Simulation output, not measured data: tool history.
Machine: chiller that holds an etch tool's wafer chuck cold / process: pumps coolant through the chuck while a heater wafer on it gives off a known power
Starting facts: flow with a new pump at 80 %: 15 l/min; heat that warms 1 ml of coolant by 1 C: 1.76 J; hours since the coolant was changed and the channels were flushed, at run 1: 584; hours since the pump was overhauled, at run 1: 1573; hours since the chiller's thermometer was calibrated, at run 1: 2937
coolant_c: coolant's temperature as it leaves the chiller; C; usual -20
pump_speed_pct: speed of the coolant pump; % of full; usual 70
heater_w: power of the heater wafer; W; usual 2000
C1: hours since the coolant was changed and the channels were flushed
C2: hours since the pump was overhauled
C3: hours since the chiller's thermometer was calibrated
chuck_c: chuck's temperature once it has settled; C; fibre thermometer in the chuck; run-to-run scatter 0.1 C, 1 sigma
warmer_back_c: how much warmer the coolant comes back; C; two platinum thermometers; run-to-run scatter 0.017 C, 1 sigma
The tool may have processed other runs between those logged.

run 1 hour=0.0 | coolant_c=-20 pump_speed_pct=70 heater_w=2000 | C1=584 C2=1573 C3=2937 | chuck_c=-0.3 warmer_back_c=5.36
run 2 hour=27.8 | coolant_c=-20 pump_speed_pct=67 heater_w=2000 | C1=612 C2=1600 C3=2965 | chuck_c=0.4 warmer_back_c=5.60
run 3 hour=49.4 | coolant_c=-15 pump_speed_pct=70 heater_w=2000 | C1=633 C2=1622 C3=2987 | chuck_c=4.6 warmer_back_c=5.31
run 4 hour=67.1 | coolant_c=-15 pump_speed_pct=70 heater_w=2000 | C1=651 C2=1640 C3=3004 | chuck_c=4.8 warmer_back_c=5.33
run 5 hour=95.0 | coolant_c=-15 pump_speed_pct=70 heater_w=2000 | C1=679 C2=1668 C3=3032 | chuck_c=4.8 warmer_back_c=5.34
run 6 hour=134.1 | coolant_c=-20 pump_speed_pct=70 heater_w=2000 | C1=718 C2=1707 C3=3071 | chuck_c=0.1 warmer_back_c=5.32
run 7 hour=154.3 | coolant_c=-20 pump_speed_pct=70 heater_w=2000 | C1=738 C2=1727 C3=3092 | chuck_c=-0.1 warmer_back_c=5.33
run 8 hour=186.0 | coolant_c=-20 pump_speed_pct=70 heater_w=2000 | C1=770 C2=1759 C3=3123 | chuck_c=-0.1 warmer_back_c=5.33
run 9 hour=228.3 | coolant_c=-20 pump_speed_pct=85 heater_w=2000 | C1=812 C2=1801 C3=3166 | chuck_c=-3.0 warmer_back_c=4.32
run 10 hour=253.9 | coolant_c=-20 pump_speed_pct=85 heater_w=2000 | C1=838 C2=1826 C3=3191 | chuck_c=-3.1 warmer_back_c=4.36
run 11 hour=280.5 | coolant_c=-13 pump_speed_pct=70 heater_w=2000 | C1=865 C2=1853 C3=3218 | chuck_c=7.1 warmer_back_c=5.35
run 12 hour=310.7 | coolant_c=-20 pump_speed_pct=80 heater_w=2000 | C1=895 C2=1883 C3=3248 | chuck_c=-2.2 warmer_back_c=4.62
run 13 hour=328.6 | coolant_c=-20 pump_speed_pct=72 heater_w=2000 | C1=913 C2=1901 C3=3266 | chuck_c=-0.5 warmer_back_c=5.19
run 14 hour=346.6 | coolant_c=-20 pump_speed_pct=72 heater_w=2000 | C1=931 C2=1919 C3=3284 | chuck_c=-0.5 warmer_back_c=5.15
run 15 hour=384.7 | coolant_c=-20 pump_speed_pct=72 heater_w=2000 | C1=969 C2=1957 C3=3322 | chuck_c=-0.4 warmer_back_c=5.19
run 16 hour=416.9 | coolant_c=-20 pump_speed_pct=72 heater_w=2000 | C1=1001 C2=1989 C3=3354 | chuck_c=-0.4 warmer_back_c=5.17
run 17 hour=439.6 | coolant_c=-14 pump_speed_pct=72 heater_w=2000 | C1=1024 C2=2012 C3=3377 | chuck_c=5.6 warmer_back_c=5.20
run 18 hour=472.6 | coolant_c=-20 pump_speed_pct=70 heater_w=1148 | C1=1057 C2=2045 C3=3410 | chuck_c=-8.2 warmer_back_c=3.08
run 19 hour=500.2 | coolant_c=-18 pump_speed_pct=70 heater_w=1255 | C1=1084 C2=2073 C3=3437 | chuck_c=-5.1 warmer_back_c=3.38
run 20 hour=539.1 | coolant_c=-22 pump_speed_pct=70 heater_w=1255 | C1=1123 C2=2112 C3=3476 | chuck_c=-9.3 warmer_back_c=3.37
-- hour=548.0 coolant pump overhauled
run 21 hour=581.5 | coolant_c=-12 pump_speed_pct=70 heater_w=2553 | C1=1160 C2=34 C3=3514 | chuck_c=13.8 warmer_back_c=6.91
run 22 hour=601.2 | coolant_c=-12 pump_speed_pct=77 heater_w=1456 | C1=1180 C2=53 C3=3534 | chuck_c=1.8 warmer_back_c=3.58
run 23 hour=627.4 | coolant_c=-15 pump_speed_pct=87 heater_w=1456 | C1=1206 C2=79 C3=3560 | chuck_c=-2.5 warmer_back_c=3.18
run 24 hour=650.3 | coolant_c=-15 pump_speed_pct=87 heater_w=1456 | C1=1229 C2=102 C3=3583 | chuck_c=-2.5 warmer_back_c=3.12
run 25 hour=691.8 | coolant_c=-15 pump_speed_pct=87 heater_w=1456 | C1=1271 C2=144 C3=3624 | chuck_c=-2.6 warmer_back_c=3.13
-- hour=725.8 coolant pump overhauled, once more
run 26 hour=739.0 | coolant_c=-15 pump_speed_pct=87 heater_w=1456 | C1=1313 C2=13 C3=3666 | chuck_c=-2.7 warmer_back_c=3.05
run 27 hour=775.0 | coolant_c=-15 pump_speed_pct=67 heater_w=1456 | C1=1349 C2=49 C3=3702 | chuck_c=0.1 warmer_back_c=4.04
run 28 hour=807.9 | coolant_c=-14 pump_speed_pct=77 heater_w=2966 | C1=1382 C2=82 C3=3735 | chuck_c=13.5 warmer_back_c=7.05
run 29 hour=832.0 | coolant_c=-16 pump_speed_pct=98 heater_w=2006 | C1=1406 C2=106 C3=3759 | chuck_c=-0.8 warmer_back_c=3.71
run 30 hour=870.6 | coolant_c=-16 pump_speed_pct=98 heater_w=2006 | C1=1445 C2=145 C3=3798 | chuck_c=-0.8 warmer_back_c=3.68
run 31 hour=911.8 | coolant_c=-16 pump_speed_pct=98 heater_w=2006 | C1=1486 C2=186 C3=3839 | chuck_c=-0.9 warmer_back_c=3.70

3 options for the next run, each taken on its own from the tool as it stands now. Forecast them:
run A hour=933.9 | coolant_c=-15 pump_speed_pct=98 heater_w=1134 | C1=1508 C2=208 C3=3861 | chuck_c=? warmer_back_c=?
run B hour=933.9 | coolant_c=-13 pump_speed_pct=98 heater_w=2006 | C1=1508 C2=208 C3=3861 | chuck_c=? warmer_back_c=?
run C hour=933.9 | coolant_c=-16 pump_speed_pct=88 heater_w=2757 | C1=1508 C2=208 C3=3861 | chuck_c=? warmer_back_c=?

run=A chuck_c=-6.1 warmer_back_c=2.08
run=B chuck_c=2.3 warmer_back_c=3.66
run=C chuck_c=7.1 warmer_back_c=5.72
Stripped of hidden state, with their random variation kept, the same runs would have yielded:
run=A chuck_c=-6.9 warmer_back_c=2.07
run=B chuck_c=1.1 warmer_back_c=3.65
run=C chuck_c=5.5 warmer_back_c=5.70

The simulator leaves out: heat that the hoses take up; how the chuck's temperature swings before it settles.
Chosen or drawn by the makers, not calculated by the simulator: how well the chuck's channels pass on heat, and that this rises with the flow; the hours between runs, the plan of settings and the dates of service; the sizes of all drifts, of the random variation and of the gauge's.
